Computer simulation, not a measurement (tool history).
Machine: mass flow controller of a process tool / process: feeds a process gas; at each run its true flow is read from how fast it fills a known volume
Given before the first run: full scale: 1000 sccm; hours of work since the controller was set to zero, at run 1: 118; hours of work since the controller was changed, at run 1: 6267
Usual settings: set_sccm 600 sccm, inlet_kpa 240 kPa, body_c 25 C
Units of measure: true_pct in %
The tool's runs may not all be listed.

| run | hour | set_sccm | inlet_kpa | body_c | hours of work since the controller was set to zero | hours of work since the controller was changed | true_pct |
|---|---|---|---|---|---|---|---|
| 1 | 0 | 600 | 240 | 25 | 118 | 6267 | 101.41 |
| 2 | 319.9 | 600 | 240 | 25 | 273 | 6421 | 101.44 |
| 3 | 635.8 | 433 | 240 | 25 | 426 | 6574 | 101.31 |
| 4 | 839.6 | 433 | 240 | 25 | 524 | 6673 | 101.34 |
| 5 | 1143.1 | 600 | 240 | 25 | 671 | 6820 | 101.43 |
| 6 | 1405.1 | 600 | 238 | 25 | 798 | 6946 | 101.45 |
| 7 | 1590.9 | 600 | 240 | 25 | 887 | 7036 | 101.37 |
| 8 | 1877.9 | 687 | 240 | 25 | 1026 | 7175 | 101.52 |
| 9 | 2022.5 | 687 | 240 | 25 | 1096 | 7245 | 101.53 |
| 10 | 2233.4 | 687 | 240 | 25 | 1198 | 7347 | 101.55 |
| 11 | 2492.5 | 687 | 240 | 25 | 1324 | 7472 | 101.41 |
| 12 | 2692.2 | 687 | 240 | 25 | 1420 | 7569 | 101.35 |
| 13 | 2928.7 | 687 | 240 | 25 | 1534 | 7683 | 101.36 |
| 14 | 3145.3 | 600 | 240 | 32 | 1639 | 7788 | 100.62 |
| 15 | 3320.6 | 600 | 240 | 32 | 1724 | 7873 | 100.72 |
| 16 | 3579.9 | 600 | 240 | 25 | 1849 | 7998 | 101.32 |
| 17 | 3769.9 | 600 | 240 | 25 | 1941 | 8090 | 101.28 |
| 18 | 4103 | 600 | 240 | 25 | 2102 | 8251 | 101.14 |
| 19 | 4310.8 | 600 | 240 | 25 | 2203 | 8352 | 101.16 |
| 20 | 4453.2 | 600 | 233 | 25 | 2272 | 8420 | 101.16 |
| 21 | 4640.5 | 119 | 240 | 25 | 2362 | 8511 | 96.84 |
| 22 | 4829 | 119 | 240 | 25 | 2453 | 8602 | 96.7 |
| 23 | 5161.1 | 119 | 246 | 25 | 2614 | 8763 | 96.32 |
|  | 5190.1 | controller's zero set anew |
| 24 | 5404.3 | 600 | 240 | 25 | 104 | 8880 | 100.68 |
| 25 | 5626.1 | 600 | 240 | 25 | 211 | 8987 | 100.77 |
| 26 | 5782.2 | 153 | 240 | 29 | 286 | 9063 | 95.32 |
| 27 | 6120.5 | 153 | 240 | 29 | 450 | 9227 | 95.22 |
| 28 | 6354.9 | 600 | 240 | 39 | 563 | 9340 | 99.4 |
| 29 | 6575.6 | 662 | 279 | 36 | 670 | 9447 | 99.69 |
| 30 | 6727 | 140 | 279 | 36 | 743 | 9520 | 93.26 |
| 31 | 6874.3 | 140 | 279 | 36 | 814 | 9591 | 93.18 |
|  | 7055.7 | controller's zero set anew, once more |
| 32 | 7206 | 140 | 279 | 36 | 73 | 9751 | 100.51 |
| 33 | 7490.1 | 208 | 279 | 21 | 210 | 9889 | 101.96 |
| 34 | 7709.2 | 600 | 193 | 27 | 316 | 9995 | 102.51 |
| 35 | 7936.1 | 367 | 241 | 25 | 426 | 10104 | 102.21 |
| 36 | 8168.2 | 367 | 241 | 25 | 538 | 10217 | 101.98 |
| 37 | 8459.4 | 616 | 168 | 25 | 679 | 10357 | 103.12 |
| 38 | 8680.5 | 616 | 168 | 25 | 786 | 10464 | 102.88 |
| 39 | 8939.7 | 600 | 145 | 25 | 911 | 10590 | 103.04 |
|  | 9105.5 | controller exchanged for a calibrated one |
| 40 | 9235.6 | 610 | 233 | 40 | 63 | 63 | 97.95 |
| 41 | 9384.7 | 357 | 227 | 27 | 135 | 135 | 98.94 |
| 42 | 9709.5 | 600 | 205 | 25 | 292 | 292 | 99.37 |
| 43 | 10035.4 | 600 | 205 | 25 | 450 | 450 | 99.47 |
| 44 | 10330.8 | 600 | 259 | 21 | 593 | 593 | 99.31 |
| 45 | 10505.6 | 417 | 194 | 21 | 677 | 677 | 99.5 |
| 46 | 10678.7 | 316 | 257 | 26 | 761 | 761 | 98.38 |
| 47 | 10966.3 | 600 | 240 | 28 | 900 | 900 | 98.84 |
| 48 | 11267 | 600 | 144 | 34 | 1045 | 1045 | 99.15 |

Forecast each of these 3 alternatives for the next run:
| A | 11557 | 600 | 144 | 26 | 1186 | 1186 | ? |
| B | 11557 | 166 | 144 | 34 | 1186 | 1186 | ? |
| C | 11557 | 915 | 177 | 25 | 1186 | 1186 | ? |

| run | true_pct |
|---|---|
| A | 99.78 |
| B | 97.46 |
| C | 100.13 |
Stripped of hidden state, with their random variation kept, the same runs would have yielded:
| run | true_pct |
|---|---|
| A | 100 |
| B | 98.93 |
| C | 100.18 |
